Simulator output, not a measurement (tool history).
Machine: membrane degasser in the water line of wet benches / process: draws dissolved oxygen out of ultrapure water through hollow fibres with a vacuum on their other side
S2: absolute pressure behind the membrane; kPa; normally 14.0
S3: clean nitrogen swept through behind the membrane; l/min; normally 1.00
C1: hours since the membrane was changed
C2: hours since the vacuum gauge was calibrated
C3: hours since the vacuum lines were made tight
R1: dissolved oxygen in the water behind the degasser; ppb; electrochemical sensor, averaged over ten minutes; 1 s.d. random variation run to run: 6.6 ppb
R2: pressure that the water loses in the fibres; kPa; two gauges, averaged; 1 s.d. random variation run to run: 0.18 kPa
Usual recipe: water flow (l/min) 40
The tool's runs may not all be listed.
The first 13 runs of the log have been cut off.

Run 14, hour 1104.8: usual settings but water flow (l/min) 41, S3 2.67 l/min; C1 2056; C2 6841; C3 6699. Result: R1 389.0 ppb, R2 32.04 kPa.
Run 15, hour 1178.0: usual settings but water flow (l/min) 41, S3 2.67 l/min; C1 2129; C2 6914; C3 6772. Result: R1 393.9 ppb, R2 31.91 kPa.
Run 16, hour 1239.9: usual settings but water flow (l/min) 24; C1 2191; C2 6976; C3 6834. Result: R1 544.9 ppb, R2 18.65 kPa.
Run 17, hour 1335.4: usual settings but water flow (l/min) 24; C1 2286; C2 7071; C3 6929. Result: R1 537.5 ppb, R2 18.32 kPa.
Run 18, hour 1410.6: usual settings but S2 34.9 kPa; C1 2361; C2 7146; C3 7005. Result: R1 2040.5 ppb, R2 31.59 kPa.
Run 19, hour 1501.7: usual settings but water flow (l/min) 27, S2 34.5 kPa, S3 2.03 l/min; C1 2453; C2 7237; C3 7096. Result: R1 862.5 ppb, R2 21.10 kPa.
Run 20, hour 1604.3: usual settings but water flow (l/min) 29, S2 16.0 kPa, S3 2.92 l/min; C1 2555; C2 7340; C3 7198. Result: R1 294.2 ppb, R2 22.47 kPa.
Run 21, hour 1674.4: usual settings but water flow (l/min) 29, S2 16.0 kPa, S3 2.92 l/min; C1 2625; C2 7410; C3 7268. Result: R1 296.9 ppb, R2 22.50 kPa.
At hour 1700.3: vacuum gauge calibrated.
Run 22, hour 1734.9: usual settings but water flow (l/min) 29, S2 16.0 kPa, S3 2.92 l/min; C1 2685; C2 35; C3 7329. Result: R1 293.3 ppb, R2 22.68 kPa.
Run 23, hour 1805.1: usual settings but S2 30.4 kPa, S3 0.46 l/min; C1 2755; C2 105; C3 7399. Result: R1 2857.0 ppb, R2 31.27 kPa.
Run 24, hour 1912.7: usual settings but water flow (l/min) 27; C1 2863; C2 212; C3 7506. Result: R1 589.9 ppb, R2 20.83 kPa.
At hour 1963.2: gauge calibrated.
Run 25, hour 1976.0: usual settings but water flow (l/min) 29, S2 17.6 kPa; C1 2926; C2 276; C3 7570. Result: R1 815.1 ppb, R2 22.31 kPa.
At hour 2014.7: seals of the vacuum lines changed.
Run 26, hour 2055.2: usual settings but water flow (l/min) 46, S2 10.1 kPa, S3 0.94 l/min; C1 3003; C2 353; C3 41. Result: R1 657.9 ppb, R2 35.05 kPa.
Run 27, hour 2158.2: usual settings but water flow (l/min) 24, S2 23.8 kPa, S3 0.42 l/min; C1 3107; C2 456; C3 144. Result: R1 1795.8 ppb, R2 18.56 kPa.
Run 28, hour 2262.0: usual settings but water flow (l/min) 24, S2 9.4 kPa, S3 0.42 l/min; C1 3210; C2 560; C3 247. Result: R1 618.1 ppb, R2 18.29 kPa.
Run 29, hour 2367.2: usual settings but water flow (l/min) 24, S2 9.4 kPa, S3 0.42 l/min; C1 3316; C2 665; C3 353. Result: R1 610.4 ppb, R2 18.52 kPa.
Run 30, hour 2473.8: usual settings but water flow (l/min) 51, S2 18.7 kPa; C1 3422; C2 772; C3 459. Result: R1 1365.8 ppb, R2 39.39 kPa.
Run 31, hour 2545.6: usual settings but water flow (l/min) 51, S2 18.7 kPa; C1 3494; C2 843; C3 531. Result: R1 1366.0 ppb, R2 39.48 kPa.
Run 32, hour 2601.4: usual settings but water flow (l/min) 26, S2 18.7 kPa; C1 3550; C2 899; C3 587. Result: R1 794.2 ppb, R2 19.97 kPa.
Run 33, hour 2657.6: usual settings but water flow (l/min) 26, S2 18.7 kPa; C1 3606; C2 955; C3 643. Result: R1 798.2 ppb, R2 20.05 kPa.

Branching from run 33: 3 alternative next runs. What would each branch give?
Run A, hour 2749.8: usual settings but water flow (l/min) 36; C1 3698; C2 1048; C3 735. Result: R1 ?, R2 ?.
Run B, hour 2749.8: usual settings but water flow (l/min) 34; C1 3698; C2 1048; C3 735. Result: R1 ?, R2 ?.
Run C, hour 2749.8: usual settings but S3 0.57 l/min; C1 3698; C2 1048; C3 735. Result: R1 ?, R2 ?.

run      R1     R2
  A   751.0  27.62
  B   720.9  26.53
  C  1208.5  30.92
Had the tool no hidden state, the same runs would have come out as:
run      R1     R2
  A   750.7  27.27
  B   720.6  26.19
  C  1208.0  30.53

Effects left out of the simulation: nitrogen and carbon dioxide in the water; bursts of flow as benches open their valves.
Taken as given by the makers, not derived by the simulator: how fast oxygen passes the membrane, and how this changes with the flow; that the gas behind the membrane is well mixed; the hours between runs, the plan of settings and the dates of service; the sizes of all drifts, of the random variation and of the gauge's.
